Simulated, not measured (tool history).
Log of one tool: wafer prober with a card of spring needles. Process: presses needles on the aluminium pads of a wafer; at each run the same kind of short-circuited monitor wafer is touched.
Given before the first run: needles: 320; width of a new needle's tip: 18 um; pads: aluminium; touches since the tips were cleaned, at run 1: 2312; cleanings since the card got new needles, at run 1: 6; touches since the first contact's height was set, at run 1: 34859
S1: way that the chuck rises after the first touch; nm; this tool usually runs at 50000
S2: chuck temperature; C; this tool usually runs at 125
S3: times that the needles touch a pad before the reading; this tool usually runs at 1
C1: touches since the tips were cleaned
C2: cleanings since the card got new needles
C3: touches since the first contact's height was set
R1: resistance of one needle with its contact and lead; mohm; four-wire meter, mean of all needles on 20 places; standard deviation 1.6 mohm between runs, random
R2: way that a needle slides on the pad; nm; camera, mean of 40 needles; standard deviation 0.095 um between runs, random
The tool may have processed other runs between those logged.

run	day	S1	S2	S3	C1	C2	C3	R1	R2
1	0	50000	125	1	2312	6	34859	193	12750
# day 0.329: tips cleaned on abrasive film
2	0.554	50000	67	1	1823	7	39303	181	12900
# day 0.942: tips cleaned on abrasive film
3	1.192	50000	67	1	1989	8	44391	183	12780
# day 1.592: tips cleaned on abrasive film
4	1.804	50000	67	1	1741	9	49319	178	12980
5	2.192	50000	67	1	4852	9	52430	215	12780
# day 2.254: tips cleaned on abrasive film
6	2.612	50000	67	1	2908	10	55800	195	12940
# day 2.862: tips cleaned on abrasive film
7	3.033	50000	45	1	1379	11	59164	176	12730
8	3.358	50000	45	1	3983	11	61768	209	12680
# day 3.5: tips cleaned on abrasive film
9	3.867	50000	45	1	2960	12	65844	200	12810
# day 4.129: tips cleaned on abrasive film
10	4.167	35000	45	1	299	13	68220	174	8760
11	4.538	35000	45	1	3285	13	71206	273	8840
# day 4.783: tips cleaned on abrasive film
12	5.079	35000	45	1	2389	14	75558	252	8840
# day 5.133: height of the first contact set anew
13	5.371	50000	125	1	4619	14	1913	230	12420
# day 5.442: tips cleaned on abrasive film
14	5.971	44000	26	1	4245	15	6718	242	11040
# day 6.096: tips cleaned on abrasive film
15	6.538	44000	26	1	3547	16	11259	232	10730
# day 6.717: tips cleaned on abrasive film
16	6.954	50000	122	2	1917	17	14598	179	12640
17	7.225	38000	42	1	4101	17	16782	277	9360
# day 7.346: tips cleaned on abrasive film
18	7.788	50000	90	1	3560	18	21276	217	12300
# day 7.975: tips cleaned on abrasive film
19	8.388	50000	90	1	3321	19	26082	211	12460
# day 8.621: tips cleaned on abrasive film
20	8.758	50000	75	3	1109	20	29021	155	12370
# day 8.812: height of the first contact set anew, once more
21	9.229	50000	35	1	4805	20	3353	218	12960
# day 9.258: tips cleaned on abrasive film
22	9.858	50000	77	1	4815	21	8395	222	13150
# day 9.917: tips cleaned on abrasive film
23	10.504	50000	77	1	4714	22	13572	223	13020
# day 10.533: tips cleaned on abrasive film
24	10.767	46000	28	3	1882	23	15664	157	12060
# day 11.167: tips cleaned on abrasive film
25	11.167	33000	41	1	0	24	18872	163	8570

Each row is a separate what-if for the run after 25, all from the same tool condition, not one after another. Results?
# day 11.8: tips cleaned on abrasive film
A	11.808	50000	75	1	61	25	24000	?	?
# day 11.8: tips cleaned on abrasive film
B	11.808	52000	67	2	61	25	24000	?	?
# day 11.8: tips cleaned on abrasive film
C	11.808	50000	41	2	61	25	24000	?	?
# day 11.8: tips cleaned on abrasive film
D	11.808	52000	40	3	61	25	24000	?	?
# day 11.8: tips cleaned on abrasive film
E	11.808	50000	72	1	61	25	24000	?	?

run	R1	R2
A	152	12950
B	145	13480
C	143	12800
D	141	13440
E	150	13070
With the hidden condition removed and each run's random variation left untouched, the same runs would have given:
run	R1	R2
A	146	13090
B	141	13620
C	138	12940
D	138	13580
E	144	13210
